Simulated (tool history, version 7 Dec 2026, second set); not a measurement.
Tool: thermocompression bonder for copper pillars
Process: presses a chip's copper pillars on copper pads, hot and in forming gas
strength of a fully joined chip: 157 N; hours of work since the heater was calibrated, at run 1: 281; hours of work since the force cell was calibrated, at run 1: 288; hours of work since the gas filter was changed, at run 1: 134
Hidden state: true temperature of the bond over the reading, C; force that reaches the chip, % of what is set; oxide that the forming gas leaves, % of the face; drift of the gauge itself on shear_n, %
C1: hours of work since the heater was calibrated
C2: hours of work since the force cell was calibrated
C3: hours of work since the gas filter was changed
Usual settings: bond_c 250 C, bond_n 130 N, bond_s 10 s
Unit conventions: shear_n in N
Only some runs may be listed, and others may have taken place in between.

run 1 hour=0.0 | bond_c=250 bond_n=130 bond_s=10 | C1=281 C2=288 C3=134 | shear_n=97.5
run 2 hour=8.9 | bond_c=250 bond_n=183 bond_s=10 | C1=287 C2=294 C3=140 | shear_n=117.7
run 3 hour=15.4 | bond_c=250 bond_n=130 bond_s=10 | C1=291 C2=299 C3=145 | shear_n=97.6
run 4 hour=24.5 | bond_c=250 bond_n=130 bond_s=10 | C1=298 C2=305 C3=151 | shear_n=98.3
run 5 hour=32.7 | bond_c=250 bond_n=97 bond_s=10 | C1=304 C2=311 C3=157 | shear_n=79.9
run 6 hour=40.2 | bond_c=250 bond_n=130 bond_s=8 | C1=309 C2=316 C3=162 | shear_n=90.7
run 7 hour=48.0 | bond_c=250 bond_n=130 bond_s=8 | C1=314 C2=322 C3=168 | shear_n=91.0
run 8 hour=54.7 | bond_c=250 bond_n=130 bond_s=8 | C1=319 C2=326 C3=172 | shear_n=90.7
run 9 hour=59.2 | bond_c=225 bond_n=130 bond_s=10 | C1=322 C2=330 C3=176 | shear_n=70.1
run 10 hour=67.8 | bond_c=225 bond_n=130 bond_s=10 | C1=328 C2=336 C3=182 | shear_n=69.6
run 11 hour=75.4 | bond_c=225 bond_n=130 bond_s=10 | C1=334 C2=341 C3=187 | shear_n=69.5
run 12 hour=81.3 | bond_c=225 bond_n=130 bond_s=10 | C1=338 C2=345 C3=191 | shear_n=69.7
run 13 hour=91.1 | bond_c=225 bond_n=130 bond_s=10 | C1=345 C2=352 C3=198 | shear_n=69.2
run 14 hour=97.2 | bond_c=277 bond_n=130 bond_s=10 | C1=349 C2=356 C3=202 | shear_n=122.4
run 15 hour=103.9 | bond_c=277 bond_n=130 bond_s=10 | C1=354 C2=361 C3=207 | shear_n=122.9
run 16 hour=108.5 | bond_c=233 bond_n=99 bond_s=21 | C1=357 C2=364 C3=210 | shear_n=82.0
-- hour=112.8 forming gas filter changed
run 17 hour=116.0 | bond_c=246 bond_n=122 bond_s=15 | C1=362 C2=369 C3=2 | shear_n=103.1
run 18 hour=121.3 | bond_c=224 bond_n=157 bond_s=10 | C1=365 C2=373 C3=6 | shear_n=81.2
run 19 hour=129.2 | bond_c=224 bond_n=157 bond_s=10 | C1=371 C2=379 C3=12 | shear_n=81.3
run 20 hour=139.0 | bond_c=250 bond_n=99 bond_s=10 | C1=378 C2=385 C3=18 | shear_n=83.7
run 21 hour=146.4 | bond_c=224 bond_n=148 bond_s=8 | C1=383 C2=391 C3=24 | shear_n=71.2
run 22 hour=156.3 | bond_c=227 bond_n=156 bond_s=10 | C1=390 C2=398 C3=31 | shear_n=83.9
run 23 hour=162.6 | bond_c=260 bond_n=130 bond_s=7 | C1=394 C2=402 C3=35 | shear_n=99.8
run 24 hour=171.0 | bond_c=264 bond_n=120 bond_s=6 | C1=400 C2=408 C3=41 | shear_n=95.1
run 25 hour=175.3 | bond_c=230 bond_n=103 bond_s=10 | C1=403 C2=411 C3=44 | shear_n=63.7
run 26 hour=184.9 | bond_c=230 bond_n=103 bond_s=8 | C1=410 C2=418 C3=51 | shear_n=57.9
run 27 hour=190.9 | bond_c=252 bond_n=153 bond_s=7 | C1=414 C2=422 C3=55 | shear_n=100.6
run 28 hour=198.0 | bond_c=250 bond_n=130 bond_s=22 | C1=419 C2=427 C3=60 | shear_n=119.9

Consider 5 possible next runs. They are alternatives, not a sequence: every one starts from the tool as it was left by run 28. What does each give?
run A hour=204.7 | bond_c=250 bond_n=85 bond_s=22 | C1=424 C2=432 C3=65 | shear_n=?
run B hour=204.7 | bond_c=276 bond_n=113 bond_s=26 | C1=424 C2=432 C3=65 | shear_n=?
run C hour=204.7 | bond_c=250 bond_n=130 bond_s=17 | C1=424 C2=432 C3=65 | shear_n=?
run D hour=204.7 | bond_c=224 bond_n=130 bond_s=21 | C1=424 C2=432 C3=65 | shear_n=?
run E hour=204.7 | bond_c=231 bond_n=91 bond_s=17 | C1=424 C2=432 C3=65 | shear_n=?

run=A shear_n=95.2
run=B shear_n=139.0
run=C shear_n=113.2
run=D shear_n=89.4
run=E shear_n=71.1
With no hidden state in the tool, these same runs would have given:
run=A shear_n=98.1
run=B shear_n=141.4
run=C shear_n=116.2
run=D shear_n=92.7
run=E shear_n=73.9
